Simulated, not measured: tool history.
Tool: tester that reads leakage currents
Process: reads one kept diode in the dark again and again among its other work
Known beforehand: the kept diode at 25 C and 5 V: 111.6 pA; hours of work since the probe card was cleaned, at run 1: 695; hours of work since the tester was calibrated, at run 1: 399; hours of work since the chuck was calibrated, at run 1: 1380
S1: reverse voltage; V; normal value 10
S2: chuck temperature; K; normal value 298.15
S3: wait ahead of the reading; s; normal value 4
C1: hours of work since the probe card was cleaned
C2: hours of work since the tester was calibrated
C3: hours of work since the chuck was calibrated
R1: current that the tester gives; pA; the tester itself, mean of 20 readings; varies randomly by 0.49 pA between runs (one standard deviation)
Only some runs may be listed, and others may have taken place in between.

| run | day | S1 | S2 | S3 | C1 | C2 | C3 | R1 |
|---|---|---|---|---|---|---|---|---|
| 1 | 0 | 10 | 298.15 | 4 | 695 | 399 | 1380 | 183.4 |
| 2 | 3.217 | 10 | 298.15 | 4 | 756 | 460 | 1442 | 183.42 |
| 3 | 7.596 | 10 | 298.15 | 4 | 840 | 544 | 1525 | 185.11 |
| 4 | 11.683 | 10 | 298.15 | 4 | 918 | 622 | 1603 | 186.47 |
| 5 | 14.433 | 10 | 298.15 | 4 | 970 | 674 | 1656 | 187.53 |
| 6 | 18.912 | 10 | 298.15 | 4 | 1056 | 760 | 1741 | 189.48 |
| 7 | 25.196 | 10 | 298.15 | 4 | 1176 | 880 | 1861 | 191.22 |
|  | 28.908 | chuck's temperature calibrated |
| 8 | 30.892 | 10 | 298.15 | 4 | 1283 | 987 | 38 | 176.1 |
| 9 | 37.542 | 10 | 298.15 | 4 | 1410 | 1114 | 165 | 179.46 |
| 10 | 40.412 | 4.4 | 298.15 | 4 | 1465 | 1169 | 220 | 113.35 |
| 11 | 44.567 | 4.4 | 298.15 | 4 | 1544 | 1248 | 299 | 113.91 |
| 12 | 47.525 | 4.4 | 298.15 | 4 | 1600 | 1304 | 355 | 114.56 |
| 13 | 54.142 | 10 | 298.15 | 4 | 1727 | 1431 | 482 | 185.5 |
| 14 | 59.95 | 2.7 | 298.15 | 4 | 1838 | 1542 | 593 | 88.73 |
| 15 | 63.962 | 2.7 | 298.15 | 4 | 1914 | 1618 | 669 | 89.43 |
| 16 | 69.221 | 10 | 298.15 | 4 | 2015 | 1718 | 769 | 191.4 |
| 17 | 73.146 | 10 | 298.15 | 4 | 2090 | 1793 | 844 | 193.17 |
| 18 | 79.383 | 10 | 298.15 | 4 | 2209 | 1912 | 963 | 196.3 |
|  | 85.05 | probe card cleaned and baked |
| 19 | 85.446 | 10 | 298.15 | 4 | 8 | 2026 | 1077 | 172.45 |
| 20 | 89.246 | 10 | 298.15 | 4 | 80 | 2098 | 1149 | 174.67 |
| 21 | 94.721 | 10 | 298.15 | 4 | 185 | 2203 | 1254 | 176.3 |
| 22 | 97.617 | 4.9 | 298.15 | 4 | 240 | 2258 | 1309 | 120.08 |
| 23 | 102.171 | 4.9 | 298.15 | 4 | 327 | 2345 | 1396 | 121.95 |
| 24 | 108.833 | 2.8 | 298.15 | 2.36 | 454 | 2472 | 1523 | 90.75 |
| 25 | 113.358 | 2.8 | 298.15 | 2.36 | 540 | 2559 | 1610 | 91.05 |
| 26 | 118.229 | 2.8 | 298.15 | 2.36 | 633 | 2652 | 1703 | 92.01 |
| 27 | 124.579 | 2.4 | 306.15 | 4 | 755 | 2773 | 1824 | 173.93 |
| 28 | 128.85 | 1.4 | 328.15 | 0.58 | 836 | 2854 | 1905 | 784.22 |
|  | 130.567 | chuck's temperature calibrated |
| 29 | 134.775 | 3 | 319.15 | 0.85 | 948 | 2966 | 80 | 543.24 |
| 30 | 140.512 | 3 | 319.15 | 0.85 | 1057 | 3075 | 190 | 544.87 |
| 31 | 145.583 | 10 | 333.15 | 0.44 | 1154 | 3172 | 287 | 3123.88 |
| 32 | 151.467 | 17.7 | 309.15 | 4 | 1266 | 3284 | 399 | 641.2 |
| 33 | 154.888 | 10 | 310.15 | 4 | 1331 | 3350 | 464 | 510.3 |
| 34 | 158.196 | 10 | 310.15 | 4 | 1395 | 3413 | 527 | 511.69 |
| 35 | 163.729 | 4 | 298.15 | 4 | 1500 | 3518 | 633 | 111.22 |
| 36 | 167.733 | 1.2 | 298.15 | 1.29 | 1577 | 3595 | 709 | 57.23 |
| 37 | 173.288 | 4.1 | 322.15 | 1.29 | 1683 | 3701 | 815 | 848.99 |
| 38 | 178.896 | 4.1 | 322.15 | 1.29 | 1790 | 3808 | 923 | 854.35 |
| 39 | 183.396 | 4.1 | 322.15 | 4.1 | 1876 | 3894 | 1008 | 860.58 |
| 40 | 186.521 | 4.1 | 322.15 | 4.1 | 1935 | 3954 | 1068 | 861.01 |

The same runs without the tool's hidden state, with the same run-to-run variation:
Unlogged tool condition in this case: stray current of the dirty probe card, pA a volt; current scale over the true one, %; true chuck temperature over the reading, C; drift of the gauge itself on leakage_pa, %.
| run | R1 |
|---|---|
| 1 | 163.29 |
| 2 | 162.28 |
| 3 | 162.24 |
| 4 | 162.06 |
| 5 | 162.06 |
| 6 | 162.23 |
| 7 | 161.68 |
| 8 | 161.46 |
| 9 | 162.14 |
| 10 | 104.72 |
| 11 | 104.43 |
| 12 | 104.47 |
| 13 | 161.86 |
| 14 | 80.43 |
| 15 | 80.52 |
| 16 | 161.93 |
| 17 | 162.26 |
| 18 | 162.9 |
| 19 | 162.04 |
| 20 | 162.76 |
| 21 | 162.26 |
| 22 | 110.27 |
| 23 | 111.02 |
| 24 | 81.98 |
| 25 | 81.63 |
| 26 | 81.8 |
| 27 | 155.77 |
| 28 | 714.26 |
| 29 | 527.41 |
| 30 | 525.81 |
| 31 | 3010.96 |
| 32 | 592.16 |
| 33 | 474.5 |
| 34 | 473.59 |
| 35 | 99.04 |
| 36 | 51.98 |
| 37 | 793.07 |
| 38 | 793.71 |
| 39 | 795.94 |
| 40 | 793.71 |
